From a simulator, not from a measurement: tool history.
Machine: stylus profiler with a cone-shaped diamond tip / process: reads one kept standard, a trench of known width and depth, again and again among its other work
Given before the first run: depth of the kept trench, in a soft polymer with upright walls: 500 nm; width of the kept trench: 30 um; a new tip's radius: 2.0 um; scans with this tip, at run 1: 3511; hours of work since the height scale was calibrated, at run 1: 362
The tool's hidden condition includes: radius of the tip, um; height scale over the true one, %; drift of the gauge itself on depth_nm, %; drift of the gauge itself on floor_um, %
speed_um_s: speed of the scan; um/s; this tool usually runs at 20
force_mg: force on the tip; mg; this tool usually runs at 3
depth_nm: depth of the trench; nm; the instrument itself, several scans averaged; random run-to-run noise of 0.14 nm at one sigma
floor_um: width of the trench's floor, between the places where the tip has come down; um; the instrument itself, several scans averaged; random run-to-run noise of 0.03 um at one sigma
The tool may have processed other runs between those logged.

| run | hour | speed_um_s | force_mg | scans with this tip | hours of work since the height scale was calibrated | depth_nm | floor_um |
|---|---|---|---|---|---|---|---|
| 1 | 0 | 20 | 3 | 3511 | 362 | 506.98 | 26.86 |
| 2 | 16 | 20 | 1.37 | 3617 | 373 | 504.55 | 26.86 |
| 3 | 30.9 | 20 | 1.37 | 3716 | 383 | 504.46 | 26.69 |
| 4 | 39 | 20 | 1.37 | 3769 | 389 | 504.24 | 26.76 |
| 5 | 50.8 | 20 | 1.37 | 3847 | 397 | 504.51 | 26.73 |
| 6 | 61.4 | 20 | 1.37 | 3917 | 404 | 504.33 | 26.68 |
| 7 | 69 | 20 | 1.37 | 3968 | 409 | 504.5 | 26.74 |
| 8 | 84.7 | 20 | 1.37 | 4072 | 420 | 504.82 | 26.74 |
| 9 | 92.7 | 20 | 2.56 | 4125 | 426 | 506.59 | 26.68 |
| 10 | 101.4 | 20 | 3 | 4183 | 432 | 506.98 | 26.71 |
| 11 | 118.7 | 47 | 3 | 4297 | 443 | 507 | 26.6 |
| 12 | 128.8 | 47 | 3 | 4364 | 450 | 506.98 | 26.58 |
| 13 | 143.7 | 20 | 4.34 | 4463 | 460 | 508.99 | 26.69 |
| 14 | 159.4 | 20 | 3 | 4566 | 471 | 507.33 | 26.67 |
| 15 | 171.4 | 20 | 1.05 | 4646 | 479 | 503.76 | 26.58 |
|  | 173.2 | height scale calibrated on a step standard |
| 16 | 182.8 | 20 | 1.05 | 4718 | 7 | 504.37 | 26.62 |
| 17 | 197.6 | 20 | 1.05 | 4816 | 17 | 504.5 | 26.58 |
| 18 | 214.9 | 20 | 1.05 | 4931 | 28 | 504.51 | 26.58 |
| 19 | 226.8 | 20 | 1.05 | 5010 | 37 | 504.3 | 26.55 |
| 20 | 241.8 | 20 | 3 | 5109 | 47 | 507.45 | 26.58 |
| 21 | 260.5 | 20 | 3 | 5233 | 60 | 507.67 | 26.6 |
|  | 273.5 | height scale calibrated on a step standard, once more |
| 22 | 275.1 | 20 | 3 | 5326 | 1 | 506.2 | 26.54 |
| 23 | 284 | 20 | 4.89 | 5385 | 7 | 508.6 | 26.52 |
| 24 | 298.5 | 20 | 3 | 5482 | 17 | 506.34 | 26.51 |
| 25 | 313.1 | 20 | 3 | 5578 | 27 | 506.14 | 26.51 |
| 26 | 331.3 | 20 | 3 | 5699 | 39 | 506.19 | 26.5 |
| 27 | 349.4 | 8 | 8.74 | 5818 | 52 | 512.69 | 26.53 |
| 28 | 361.6 | 6 | 1.37 | 5899 | 60 | 503.62 | 26.49 |
| 29 | 372.9 | 56 | 1.38 | 5974 | 68 | 503.83 | 26.33 |
| 30 | 386.4 | 15 | 8.64 | 6064 | 77 | 512.63 | 26.44 |
| 31 | 405.2 | 38 | 6.19 | 6188 | 90 | 510.42 | 26.4 |
| 32 | 420.4 | 46 | 3.26 | 6289 | 100 | 506.42 | 26.35 |
| 33 | 438 | 16 | 5.68 | 6405 | 112 | 509.65 | 26.46 |
| 34 | 451.7 | 6 | 3 | 6496 | 122 | 506.71 | 26.48 |
| 35 | 462.1 | 6 | 3 | 6565 | 129 | 506.33 | 26.41 |
| 36 | 475.1 | 6 | 3 | 6651 | 138 | 506.35 | 26.39 |
| 37 | 483.4 | 5 | 8.81 | 6706 | 143 | 512.91 | 26.42 |
| 38 | 493.9 | 34 | 4.73 | 6775 | 151 | 508.94 | 26.29 |
| 39 | 509.2 | 73 | 6.9 | 6877 | 161 | 511.06 | 26.3 |
| 40 | 517.9 | 11 | 6.09 | 6934 | 167 | 510.04 | 26.33 |
| 41 | 528.6 | 11 | 6.09 | 7005 | 174 | 510.33 | 26.38 |
| 42 | 542.1 | 24 | 6.12 | 7095 | 184 | 510.19 | 26.29 |
| 43 | 551.1 | 5 | 1.39 | 7155 | 190 | 504.09 | 26.36 |
| 44 | 562.7 | 5 | 1.39 | 7231 | 198 | 504.13 | 26.34 |
| 45 | 574.5 | 5 | 1.39 | 7309 | 206 | 504.03 | 26.35 |
| 46 | 587.2 | 20 | 3.4 | 7393 | 214 | 507.04 | 26.24 |
| 47 | 604.3 | 67 | 7.77 | 7507 | 226 | 512.29 | 26.23 |

Below are 3 alternative next runs, each starting from the tool's condition after run 47. Predict each:
| A | 620.7 | 6 | 2.91 | 7616 | 237 | ? | ? |
| B | 620.7 | 23 | 2.56 | 7616 | 237 | ? | ? |
| C | 620.7 | 18 | 7.77 | 7616 | 237 | ? | ? |

| run | depth_nm | floor_um |
|---|---|---|
| A | 506.46 | 26.2 |
| B | 506.14 | 26.25 |
| C | 512.37 | 26.29 |
What these runs would have given with no unlogged condition in the tool:
| run | depth_nm | floor_um |
|---|---|---|
| A | 506.03 | 27.25 |
| B | 505.71 | 27.3 |
| C | 511.93 | 27.34 |
